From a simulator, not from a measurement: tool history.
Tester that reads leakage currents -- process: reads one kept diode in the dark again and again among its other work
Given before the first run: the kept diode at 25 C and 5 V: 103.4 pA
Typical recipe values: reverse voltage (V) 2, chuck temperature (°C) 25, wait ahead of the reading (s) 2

run    hour  reverse voltage (V)  chuck temperature (°C)  wait ahead of the reading (s)  current that the tester gives (pA)
  1       0                    2                      25                              2                               69.41
  2   149.2                    2                      25                              2                               68.91
  3   272.2                    2                      25                              2                               69.64
  4   393.3                    2                      25                              2                               68.97
      525.8  -- chuck's temperature calibrated
  5   534.2                    2                      25                              2                                69.3
  6   628.9                    2                      25                              2                               69.42
  7   753.4                    2                      25                              2                               69.42
  8   947.3                    2                      28                              2                               85.17
  9  1124.7                    2                      28                              2                               85.27
 10  1289.9                    2                      28                              2                                85.5
 11  1428.8                    2                      28                              2                               85.68
 12  1538.4                    2                      28                              2                               85.82
 13  1659.4                    2                      28                           4.56                               85.17
 14  1742.5                    2                      28                           4.56                               85.88
 15  1913.5                    2                      28                           4.56                               85.81
 16  2077.6                    2                      48                           5.47                              320.54
 17  2169.7                    2                      48                           5.47                              320.02
 18  2255.8                    2                      21                           1.31                               51.88
 19    2339                    2                      60                              2                              658.79
 20  2479.4                    2                      60                              2                              653.15
 21  2666.7                    2                      60                              2                              654.12
       2710  -- chuck's temperature calibrated
 22  2749.7                10.69                      24                           1.82                              136.62
 23    2934                17.25                      24                           2.15                              168.51

Selected run-to-run steps in current that the tester gives (pA), each split into two signed amounts: the part the tool would show with no hidden state at all (from settings, incoming material and random variation), and the remainder, which goes to the hidden state together with any gauge scatter not common to the measured and the hidden-state-free results:
Hidden conditions of the tool in this case: stray current of the dirty probe card, pA a volt; current scale over the true one, %; true chuck temperature over the reading, C; drift of the gauge itself on leakage_pa, %.
Run 18 -> 19: chuck temperature (°C) 21 -> 60, wait ahead of the reading (s) 1.31 -> 2. current that the tester gives (pA) +606.91: hidden state -0.25, all else +607.16.
Run 21 -> 22: reverse voltage (V) 2 -> 10.69, chuck temperature (°C) 60 -> 24, wait ahead of the reading (s) 2 -> 1.82, chuck's temperature calibrated. current that the tester gives (pA) -517.5: hidden state +0.46, all else -517.96.
